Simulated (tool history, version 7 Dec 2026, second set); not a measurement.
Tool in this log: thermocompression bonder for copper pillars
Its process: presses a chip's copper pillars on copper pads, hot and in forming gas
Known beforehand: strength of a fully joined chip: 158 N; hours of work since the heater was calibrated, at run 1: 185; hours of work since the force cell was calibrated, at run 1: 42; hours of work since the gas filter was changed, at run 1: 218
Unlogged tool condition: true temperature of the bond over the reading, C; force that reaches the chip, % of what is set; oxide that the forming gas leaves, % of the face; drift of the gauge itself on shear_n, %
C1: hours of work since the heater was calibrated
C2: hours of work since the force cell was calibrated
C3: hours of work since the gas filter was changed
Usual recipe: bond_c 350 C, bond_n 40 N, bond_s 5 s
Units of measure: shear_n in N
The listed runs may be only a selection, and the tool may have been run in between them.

{"run": 1, "hour": 0.0, "bond_c": 350, "bond_n": 40, "bond_s": 5, "C1": 185, "C2": 42, "C3": 218, "shear_n": 70.8}
{"run": 2, "hour": 8.4, "bond_c": 350, "bond_n": 40, "bond_s": 5, "C1": 191, "C2": 47, "C3": 224, "shear_n": 70.9}
{"run": 3, "hour": 15.9, "bond_c": 350, "bond_n": 40, "bond_s": 5, "C1": 195, "C2": 52, "C3": 228, "shear_n": 70.3}
{"run": 4, "hour": 27.2, "bond_c": 350, "bond_n": 40, "bond_s": 5, "C1": 202, "C2": 59, "C3": 235, "shear_n": 69.3}
{"run": 5, "hour": 35.4, "bond_c": 350, "bond_n": 49, "bond_s": 5, "C1": 207, "C2": 64, "C3": 240, "shear_n": 79.3}
{"run": 6, "hour": 41.0, "bond_c": 350, "bond_n": 49, "bond_s": 5, "C1": 211, "C2": 67, "C3": 244, "shear_n": 79.2}
{"run": 7, "hour": 50.9, "bond_c": 350, "bond_n": 40, "bond_s": 5, "C1": 217, "C2": 74, "C3": 250, "shear_n": 71.8}
{"run": 8, "hour": 60.7, "bond_c": 350, "bond_n": 40, "bond_s": 5, "C1": 223, "C2": 80, "C3": 256, "shear_n": 69.4}
{"run": 9, "hour": 67.2, "bond_c": 350, "bond_n": 40, "bond_s": 5, "C1": 227, "C2": 84, "C3": 260, "shear_n": 70.8}
{"run": 10, "hour": 73.1, "bond_c": 350, "bond_n": 40, "bond_s": 5, "C1": 231, "C2": 87, "C3": 264, "shear_n": 69.4}
{"run": 11, "hour": 80.7, "bond_c": 350, "bond_n": 40, "bond_s": 5, "C1": 236, "C2": 92, "C3": 269, "shear_n": 70.6}
{"run": 12, "hour": 90.6, "bond_c": 350, "bond_n": 40, "bond_s": 5, "C1": 242, "C2": 98, "C3": 275, "shear_n": 69.3}
{"run": 13, "hour": 99.2, "bond_c": 350, "bond_n": 40, "bond_s": 5, "C1": 247, "C2": 104, "C3": 280, "shear_n": 69.2}
{"run": 14, "hour": 108.8, "bond_c": 350, "bond_n": 40, "bond_s": 5, "C1": 253, "C2": 110, "C3": 286, "shear_n": 69.8}
{"run": 15, "hour": 121.3, "bond_c": 350, "bond_n": 40, "bond_s": 5, "C1": 261, "C2": 118, "C3": 294, "shear_n": 68.9}
{"run": 16, "hour": 134.4, "bond_c": 350, "bond_n": 40, "bond_s": 5, "C1": 269, "C2": 126, "C3": 302, "shear_n": 68.9}
{"run": 17, "hour": 145.8, "bond_c": 350, "bond_n": 40, "bond_s": 5, "C1": 276, "C2": 133, "C3": 309, "shear_n": 69.8}
{"run": 18, "hour": 154.8, "bond_c": 350, "bond_n": 36, "bond_s": 14, "C1": 282, "C2": 138, "C3": 315, "shear_n": 90.5}
{"run": 19, "hour": 164.3, "bond_c": 376, "bond_n": 25, "bond_s": 5, "C1": 288, "C2": 144, "C3": 321, "shear_n": 62.7}
{"run": 20, "hour": 172.4, "bond_c": 350, "bond_n": 30, "bond_s": 12, "C1": 293, "C2": 149, "C3": 326, "shear_n": 76.5}
{"hour": 184.8, "done": "forming gas filter changed"}
{"run": 21, "hour": 184.8, "bond_c": 364, "bond_n": 49, "bond_s": 12, "C1": 300, "C2": 157, "C3": 0, "shear_n": 118.8}
{"run": 22, "hour": 195.2, "bond_c": 337, "bond_n": 35, "bond_s": 7, "C1": 307, "C2": 163, "C3": 6, "shear_n": 66.1}
{"run": 23, "hour": 202.4, "bond_c": 362, "bond_n": 34, "bond_s": 10, "C1": 311, "C2": 168, "C3": 11, "shear_n": 93.3}
{"run": 24, "hour": 210.8, "bond_c": 338, "bond_n": 34, "bond_s": 8, "C1": 316, "C2": 173, "C3": 16, "shear_n": 69.3}
{"run": 25, "hour": 222.4, "bond_c": 338, "bond_n": 34, "bond_s": 8, "C1": 323, "C2": 180, "C3": 23, "shear_n": 68.4}
{"run": 26, "hour": 234.9, "bond_c": 325, "bond_n": 24, "bond_s": 13, "C1": 331, "C2": 188, "C3": 31, "shear_n": 56.6}
{"run": 27, "hour": 244.8, "bond_c": 325, "bond_n": 24, "bond_s": 13, "C1": 337, "C2": 194, "C3": 37, "shear_n": 53.6}
{"run": 28, "hour": 253.2, "bond_c": 367, "bond_n": 40, "bond_s": 3, "C1": 343, "C2": 199, "C3": 43, "shear_n": 70}
{"run": 29, "hour": 263.3, "bond_c": 347, "bond_n": 38, "bond_s": 4, "C1": 349, "C2": 206, "C3": 49, "shear_n": 62.5}
{"run": 30, "hour": 275.2, "bond_c": 347, "bond_n": 38, "bond_s": 4, "C1": 356, "C2": 213, "C3": 56, "shear_n": 62.4}
{"run": 31, "hour": 287.7, "bond_c": 375, "bond_n": 40, "bond_s": 10, "C1": 364, "C2": 221, "C3": 64, "shear_n": 111.8}
{"run": 32, "hour": 297.8, "bond_c": 375, "bond_n": 40, "bond_s": 10, "C1": 370, "C2": 227, "C3": 70, "shear_n": 110.4}
{"run": 33, "hour": 311.0, "bond_c": 375, "bond_n": 35, "bond_s": 10, "C1": 379, "C2": 235, "C3": 79, "shear_n": 101.4}

Predict each of these 5 candidate next runs independently; none follows another, all start after run 33:
{"run": "A", "hour": 318.9, "bond_c": 326, "bond_n": 26, "bond_s": 9, "C1": 384, "C2": 240, "C3": 84, "shear_n": "?"}
{"run": "B", "hour": 318.9, "bond_c": 375, "bond_n": 40, "bond_s": 5, "C1": 384, "C2": 240, "C3": 84, "shear_n": "?"}
{"run": "C", "hour": 318.9, "bond_c": 361, "bond_n": 37, "bond_s": 3, "C1": 384, "C2": 240, "C3": 84, "shear_n": "?"}
{"run": "D", "hour": 318.9, "bond_c": 325, "bond_n": 40, "bond_s": 5, "C1": 384, "C2": 240, "C3": 84, "shear_n": "?"}
{"run": "E", "hour": 318.9, "bond_c": 326, "bond_n": 37, "bond_s": 4, "C1": 384, "C2": 240, "C3": 84, "shear_n": "?"}

run=A shear_n=49.5
run=B shear_n=90.2
run=C shear_n=61.8
run=D shear_n=54.8
run=E shear_n=49.3
With the hidden condition removed and each run's random variation left untouched, the same runs would have given:
run=A shear_n=51.8
run=B shear_n=93.5
run=C shear_n=64.4
run=D shear_n=57.3
run=E shear_n=51.6

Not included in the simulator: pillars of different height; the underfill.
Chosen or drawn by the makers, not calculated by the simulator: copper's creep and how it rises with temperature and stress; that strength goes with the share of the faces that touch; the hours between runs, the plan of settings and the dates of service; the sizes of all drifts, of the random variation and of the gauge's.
